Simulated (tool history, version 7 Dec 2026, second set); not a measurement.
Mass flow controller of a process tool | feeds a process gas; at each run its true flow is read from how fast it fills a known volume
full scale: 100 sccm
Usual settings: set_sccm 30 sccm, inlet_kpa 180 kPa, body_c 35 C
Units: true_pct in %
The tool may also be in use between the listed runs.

Run 1, hour 0.0: usual settings. Result: true_pct 96.66 %.
Run 2, hour 149.7: usual settings but body_c 26 C. Result: true_pct 96.28 %.
Run 3, hour 297.7: usual settings but body_c 26 C. Result: true_pct 96.04 %.
Run 4, hour 382.7: usual settings. Result: true_pct 96.47 %.
Run 5, hour 535.8: usual settings. Result: true_pct 96.40 %.
Run 6, hour 692.5: usual settings. Result: true_pct 96.40 %.
Run 7, hour 769.5: usual settings. Result: true_pct 96.22 %.
Run 8, hour 862.8: usual settings but set_sccm 50 sccm. Result: true_pct 97.34 %.
Run 9, hour 1025.5: usual settings but set_sccm 50 sccm. Result: true_pct 97.26 %.
Run 10, hour 1159.0: usual settings but set_sccm 25 sccm. Result: true_pct 95.73 %.
Run 11, hour 1306.6: usual settings but inlet_kpa 273 kPa. Result: true_pct 96.44 %.
Run 12, hour 1407.5: usual settings but inlet_kpa 273 kPa. Result: true_pct 96.44 %.
Run 13, hour 1546.2: usual settings but inlet_kpa 273 kPa. Result: true_pct 96.35 %.
Run 14, hour 1660.0: usual settings but body_c 36 C. Result: true_pct 96.00 %.
Run 15, hour 1773.0: usual settings. Result: true_pct 95.87 %.
Run 16, hour 1920.2: usual settings. Result: true_pct 95.94 %.
Run 17, hour 2016.2: usual settings but inlet_kpa 187 kPa, body_c 30 C. Result: true_pct 95.58 %.
Run 18, hour 2121.5: usual settings but set_sccm 32 sccm, inlet_kpa 216 kPa, body_c 26 C. Result: true_pct 95.70 %.
Run 19, hour 2239.0: usual settings but set_sccm 58 sccm, inlet_kpa 150 kPa, body_c 26 C. Result: true_pct 96.88 %.
Run 20, hour 2315.5: usual settings but set_sccm 42 sccm, inlet_kpa 244 kPa, body_c 26 C. Result: true_pct 96.32 %.
Run 21, hour 2473.9: usual settings but set_sccm 42 sccm, inlet_kpa 244 kPa, body_c 26 C. Result: true_pct 96.22 %.
Run 22, hour 2623.1: usual settings but inlet_kpa 178 kPa, body_c 22 C. Result: true_pct 94.96 %.
Run 23, hour 2743.2: usual settings but set_sccm 35 sccm, body_c 26 C. Result: true_pct 95.59 %.
Run 24, hour 2908.7: usual settings but set_sccm 36 sccm, body_c 24 C. Result: true_pct 95.39 %.
Run 25, hour 3010.1: usual settings but set_sccm 38 sccm, body_c 34 C. Result: true_pct 96.01 %.

Forecast run 26:
Run 26, hour 3157.4: usual settings but set_sccm 51 sccm, body_c 31 C. Result: true_pct ?.

true_pct: 96.64 %
Without the tool's hidden state the same run would have given true_pct 98.75 %.
